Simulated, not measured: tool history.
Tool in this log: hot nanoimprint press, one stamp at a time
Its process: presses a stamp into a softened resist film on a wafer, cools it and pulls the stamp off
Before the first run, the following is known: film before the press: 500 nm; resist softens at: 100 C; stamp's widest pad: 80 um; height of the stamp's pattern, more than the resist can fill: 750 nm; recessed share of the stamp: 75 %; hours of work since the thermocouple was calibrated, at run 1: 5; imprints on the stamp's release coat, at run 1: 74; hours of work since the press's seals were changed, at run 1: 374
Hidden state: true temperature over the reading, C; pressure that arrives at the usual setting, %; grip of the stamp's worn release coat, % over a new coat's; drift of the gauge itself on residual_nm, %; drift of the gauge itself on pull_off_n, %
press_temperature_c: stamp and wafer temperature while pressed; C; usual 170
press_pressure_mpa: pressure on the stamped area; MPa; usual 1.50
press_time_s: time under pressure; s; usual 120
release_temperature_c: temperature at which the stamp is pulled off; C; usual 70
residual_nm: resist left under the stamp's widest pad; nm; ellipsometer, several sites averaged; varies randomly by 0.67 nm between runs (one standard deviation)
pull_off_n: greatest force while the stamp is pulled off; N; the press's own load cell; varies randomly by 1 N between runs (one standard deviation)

run,day,press_temperature_c,press_pressure_mpa,press_time_s,release_temperature_c,hours of work since the thermocouple was calibrated,imprints on the stamp's release coat,hours of work since the press's seals were changed,residual_nm,pull_off_n
1,0.000,170,1.50,120,70,5,74,374,244.8,95
2,0.525,170,1.50,120,70,11,95,380,245.9,95
3,1.158,170,1.50,120,72,19,119,387,245.9,94
4,1.783,167,1.50,120,70,26,144,395,269.7,99
5,2.188,170,1.21,120,70,31,160,399,268.0,100
6,3.117,170,1.21,120,70,42,196,410,268.8,100
7,4.054,170,1.50,120,70,53,233,421,247.3,101
8,4.775,170,1.50,120,70,61,261,429,248.4,100
9,5.246,170,1.50,120,70,67,280,435,247.5,103
10,6.112,170,1.50,65,70,77,314,445,306.9,104
11,6.696,170,1.50,107,70,83,336,452,258.1,104
12,7.533,165,1.50,132,70,93,369,462,280.0,104
13,8.258,167,1.50,132,70,102,398,470,263.7,102
14,8.658,167,1.04,132,56,106,413,475,300.8,126
15,9.183,167,1.04,132,56,112,434,481,301.3,128
16,10.129,167,1.04,132,56,123,471,492,304.4,128
17,10.562,164,1.96,235,65,128,488,497,210.9,115
18,10.950,164,1.96,235,65,133,503,502,211.8,114
19,11.754,162,1.96,174,61,142,535,511,255.6,122
20,12.208,162,1.96,174,61,148,552,516,255.5,123
21,13.150,162,1.96,174,61,159,589,527,253.9,124

Each row is a separate what-if for the run after 21, all from the same tool condition, not one after another. Results?
A,13.538,162,1.96,174,77,163,605,532,?,?
B,13.538,169,1.96,221,78,163,605,532,?,?
C,13.538,160,1.30,174,58,163,605,532,?,?
D,13.538,180,1.70,120,70,163,605,532,?,?
E,13.538,176,1.96,188,59,163,605,532,?,?

run,residual_nm,pull_off_n
A,254.0,99
B,181.7,97
C,315.1,129
D,175.3,111
E,154.0,129
What these runs would have given with no unlogged condition in the tool:
run,residual_nm,pull_off_n
A,247.3,84
B,176.5,83
C,308.6,110
D,171.0,95
E,149.7,111

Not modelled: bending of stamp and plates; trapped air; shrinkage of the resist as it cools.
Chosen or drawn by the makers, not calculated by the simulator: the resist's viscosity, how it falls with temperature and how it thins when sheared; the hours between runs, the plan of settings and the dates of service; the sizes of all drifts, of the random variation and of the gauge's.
